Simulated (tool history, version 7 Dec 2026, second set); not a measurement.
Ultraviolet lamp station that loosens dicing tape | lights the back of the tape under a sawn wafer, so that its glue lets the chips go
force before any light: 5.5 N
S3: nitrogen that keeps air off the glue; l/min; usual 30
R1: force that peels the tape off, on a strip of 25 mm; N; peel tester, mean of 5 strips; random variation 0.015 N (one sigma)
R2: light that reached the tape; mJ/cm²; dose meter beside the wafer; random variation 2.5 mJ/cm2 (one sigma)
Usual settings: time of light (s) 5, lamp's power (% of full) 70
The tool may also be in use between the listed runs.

run 1 hour=0 | time_of_light_(s)=5 lamp's_power_(%_of_full)=70 S3=30 | R1=0.694 R2=298
run 2 hour=18.6 | time_of_light_(s)=5 lamp's_power_(%_of_full)=70 S3=30 | R1=0.689 R2=297
run 3 hour=29.8 | time_of_light_(s)=5 lamp's_power_(%_of_full)=70 S3=30 | R1=0.667 R2=298
run 4 hour=48.3 | time_of_light_(s)=5 lamp's_power_(%_of_full)=70 S3=30 | R1=0.717 R2=301
run 5 hour=58.2 | time_of_light_(s)=5 lamp's_power_(%_of_full)=70 S3=30 | R1=0.688 R2=293
run 6 hour=72.8 | time_of_light_(s)=5 lamp's_power_(%_of_full)=70 S3=20 | R1=0.898 R2=295
run 7 hour=88.9 | time_of_light_(s)=5 lamp's_power_(%_of_full)=70 S3=20 | R1=0.891 R2=294
run 8 hour=100.9 | time_of_light_(s)=5 lamp's_power_(%_of_full)=70 S3=20 | R1=0.912 R2=301
run 9 hour=118.8 | time_of_light_(s)=4 lamp's_power_(%_of_full)=70 S3=20 | R1=1.254 R2=238
run 10 hour=129.2 | time_of_light_(s)=5 lamp's_power_(%_of_full)=70 S3=19 | R1=0.943 R2=299
run 11 hour=144.4 | time_of_light_(s)=5 lamp's_power_(%_of_full)=70 S3=19 | R1=0.923 R2=299
run 12 hour=153.3 | time_of_light_(s)=5 lamp's_power_(%_of_full)=70 S3=19 | R1=0.96 R2=294
run 13 hour=166.3 | time_of_light_(s)=5 lamp's_power_(%_of_full)=70 S3=39 | R1=0.575 R2=296
run 14 hour=183.9 | time_of_light_(s)=5 lamp's_power_(%_of_full)=70 S3=39 | R1=0.565 R2=292
run 15 hour=200.1 | time_of_light_(s)=5 lamp's_power_(%_of_full)=70 S3=39 | R1=0.573 R2=301
run 16 hour=219.2 | time_of_light_(s)=5 lamp's_power_(%_of_full)=70 S3=39 | R1=0.571 R2=298
run 17 hour=227.5 | time_of_light_(s)=5 lamp's_power_(%_of_full)=72 S3=30 | R1=0.644 R2=307
run 18 hour=238 | time_of_light_(s)=5 lamp's_power_(%_of_full)=70 S3=30 | R1=0.658 R2=296
run 19 hour=250.9 | time_of_light_(s)=5 lamp's_power_(%_of_full)=70 S3=30 | R1=0.679 R2=296
run 20 hour=266.4 | time_of_light_(s)=5 lamp's_power_(%_of_full)=70 S3=30 | R1=0.698 R2=298
run 21 hour=283.6 | time_of_light_(s)=5 lamp's_power_(%_of_full)=70 S3=30 | R1=0.671 R2=295
run 22 hour=294.2 | time_of_light_(s)=5 lamp's_power_(%_of_full)=70 S3=30 | R1=0.701 R2=296
run 23 hour=312.3 | time_of_light_(s)=5 lamp's_power_(%_of_full)=89 S3=31 | R1=0.447 R2=376
run 24 hour=326.2 | time_of_light_(s)=4 lamp's_power_(%_of_full)=70 S3=30 | R1=0.946 R2=232
run 25 hour=334.1 | time_of_light_(s)=4 lamp's_power_(%_of_full)=70 S3=30 | R1=0.972 R2=236
run 26 hour=350.9 | time_of_light_(s)=4 lamp's_power_(%_of_full)=88 S3=48 | R1=0.511 R2=299
run 27 hour=361.6 | time_of_light_(s)=2 lamp's_power_(%_of_full)=96 S3=30 | R1=1.615 R2=162
run 28 hour=378.2 | time_of_light_(s)=2 lamp's_power_(%_of_full)=96 S3=30 | R1=1.596 R2=160
run 29 hour=396.8 | time_of_light_(s)=5 lamp's_power_(%_of_full)=83 S3=30 | R1=0.507 R2=345
run 30 hour=406.5 | time_of_light_(s)=5 lamp's_power_(%_of_full)=83 S3=30 | R1=0.522 R2=350
run 31 hour=417.2 | time_of_light_(s)=5 lamp's_power_(%_of_full)=83 S3=30 | R1=0.527 R2=350
run 32 hour=428.6 | time_of_light_(s)=8 lamp's_power_(%_of_full)=71 S3=30 | R1=0.301 R2=481
run 33 hour=443.9 | time_of_light_(s)=8 lamp's_power_(%_of_full)=71 S3=30 | R1=0.33 R2=483
run 34 hour=452.8 | time_of_light_(s)=8 lamp's_power_(%_of_full)=70 S3=30 | R1=0.321 R2=478
run 35 hour=468.8 | time_of_light_(s)=5 lamp's_power_(%_of_full)=88 S3=30 | R1=0.461 R2=375
run 36 hour=478.9 | time_of_light_(s)=8 lamp's_power_(%_of_full)=74 S3=30 | R1=0.303 R2=497
run 37 hour=492.4 | time_of_light_(s)=4 lamp's_power_(%_of_full)=60 S3=30 | R1=1.227 R2=204
run 38 hour=510.4 | time_of_light_(s)=7 lamp's_power_(%_of_full)=60 S3=18 | R1=0.706 R2=355
run 39 hour=519.4 | time_of_light_(s)=7 lamp's_power_(%_of_full)=86 S3=41 | R1=0.27 R2=508
run 40 hour=533.7 | time_of_light_(s)=4 lamp's_power_(%_of_full)=70 S3=30 | R1=0.936 R2=235
run 41 hour=543.3 | time_of_light_(s)=7 lamp's_power_(%_of_full)=89 S3=10 | R1=0.561 R2=530
run 42 hour=561.1 | time_of_light_(s)=5 lamp's_power_(%_of_full)=61 S3=30 | R1=0.842 R2=260
run 43 hour=578.4 | time_of_light_(s)=8 lamp's_power_(%_of_full)=68 S3=35 | R1=0.309 R2=460
run 44 hour=592.9 | time_of_light_(s)=8 lamp's_power_(%_of_full)=61 S3=19 | R1=0.528 R2=412

Forecast each of these 3 alternatives for the next run:
run A hour=604 | time_of_light_(s)=5 lamp's_power_(%_of_full)=81 S3=30 | R1=? R2=?
run B hour=604 | time_of_light_(s)=7 lamp's_power_(%_of_full)=66 S3=19 | R1=? R2=?
run C hour=604 | time_of_light_(s)=8 lamp's_power_(%_of_full)=61 S3=10 | R1=? R2=?

run=A R1=0.542 R2=343
run=B R1=0.58 R2=390
run=C R1=0.838 R2=416
Without the tool's hidden state the same runs would have given:
run=A R1=0.54 R2=343
run=B R1=0.578 R2=390
run=C R1=0.835 R2=417

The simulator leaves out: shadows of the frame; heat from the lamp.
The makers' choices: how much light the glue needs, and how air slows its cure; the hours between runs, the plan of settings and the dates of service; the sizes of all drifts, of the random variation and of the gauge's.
